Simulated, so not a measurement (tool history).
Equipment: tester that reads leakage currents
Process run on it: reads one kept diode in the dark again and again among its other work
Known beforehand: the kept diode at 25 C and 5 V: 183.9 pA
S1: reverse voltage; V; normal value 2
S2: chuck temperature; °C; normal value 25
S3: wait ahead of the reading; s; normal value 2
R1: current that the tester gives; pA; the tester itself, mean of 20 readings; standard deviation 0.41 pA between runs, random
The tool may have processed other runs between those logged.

| run | day | S1 | S2 | S3 | R1 |
|---|---|---|---|---|---|
| 1 | 0 | 2 | 25 | 2 | 137.33 |
| 2 | 5.829 | 7.93 | 25 | 2 | 214.05 |
| 3 | 14.688 | 2.79 | 25 | 2 | 152.3 |
| 4 | 23.458 | 2.79 | 25 | 2 | 152.08 |
| 5 | 27.367 | 4.78 | 25 | 2 | 181.46 |
| 6 | 31.033 | 4.78 | 25 | 2 | 182.53 |
| 7 | 36.296 | 4.78 | 25 | 2 | 181.59 |
| 8 | 42.5 | 2 | 25 | 2 | 137.32 |
| 9 | 50.725 | 2 | 25 | 2 | 136.51 |
| 10 | 56.204 | 2 | 25 | 2 | 136.92 |
| 11 | 61.721 | 2 | 25 | 2.61 | 137.26 |
| 12 | 69.917 | 2 | 25 | 0.41 | 137.51 |
| 13 | 75.192 | 6.51 | 25 | 2 | 201.31 |
| 14 | 83.071 | 1.26 | 25 | 2 | 117.78 |
| 15 | 88.917 | 1.26 | 25 | 2 | 118.75 |
| 16 | 92.717 | 2 | 25 | 4.93 | 137.22 |
| 17 | 97.162 | 2 | 25 | 4.93 | 137.92 |
| 18 | 101.212 | 2 | 25 | 4.93 | 137.21 |
| 19 | 105.896 | 2 | 25 | 1.04 | 137.43 |
| 20 | 114.854 | 2 | 49 | 1.04 | 738.82 |
| 21 | 121.662 | 1.55 | 44 | 2.09 | 491.21 |
| 22 | 125.967 | 8.2 | 44 | 2.63 | 840.41 |
| 23 | 131.371 | 6.3 | 23 | 0.41 | 171.94 |
| 24 | 135.508 | 2.82 | 57 | 4.4 | 1381.4 |
| 25 | 144.408 | 6.59 | 57 | 1.6 | 1816.92 |
| 26 | 148.492 | 6.06 | 30 | 4.61 | 283.97 |
| 27 | 155.675 | 1.58 | 30 | 4.61 | 184.81 |
| 28 | 161.708 | 1.58 | 30 | 4.61 | 184.47 |
| 29 | 170.458 | 10.23 | 23 | 4.61 | 199.69 |
| 30 | 175.883 | 2 | 37 | 0.56 | 331.6 |
| 31 | 183.746 | 2.06 | 38 | 4.35 | 357.02 |
| 32 | 191.617 | 1.62 | 25 | 6.27 | 127.64 |
| 33 | 199.967 | 2.32 | 25 | 2 | 143.39 |
| 34 | 205.179 | 2.36 | 49 | 0.37 | 786.31 |
| 35 | 209.783 | 3.13 | 43 | 4.12 | 576.65 |
| 36 | 217.812 | 3.13 | 43 | 4.12 | 576.9 |
| 37 | 223.1 | 3.13 | 50 | 3.13 | 919.1 |
| 38 | 227.158 | 3.13 | 50 | 3.13 | 918.16 |
| 39 | 232.062 | 3.13 | 50 | 3.13 | 913.23 |

Not shown here: 3 entries made in the log between runs. Locate each between two listed runs and compare the hidden state at the listed run before it with the hidden state at the listed run after it:
From run 19 to run 20: chuck's temperature calibrated (day 107.479)
  true chuck temperature over the reading, C: 0.01 -> 0
  measured value less the no-hidden-state value, R1: +0.14 -> -0.03 pA
From run 24 to run 25: tester calibrated (day 138.05)
  current scale over the true one, %: -0.01 -> 0
  measured value less the no-hidden-state value, R1: +0.09 -> +0.33 pA
From run 31 to run 32: probe card cleaned and baked (day 189.158)
  stray current of the dirty probe card, pA a volt: 0.025 -> 0.02
  measured value less the no-hidden-state value, R1: +0.16 -> +0.06 pA
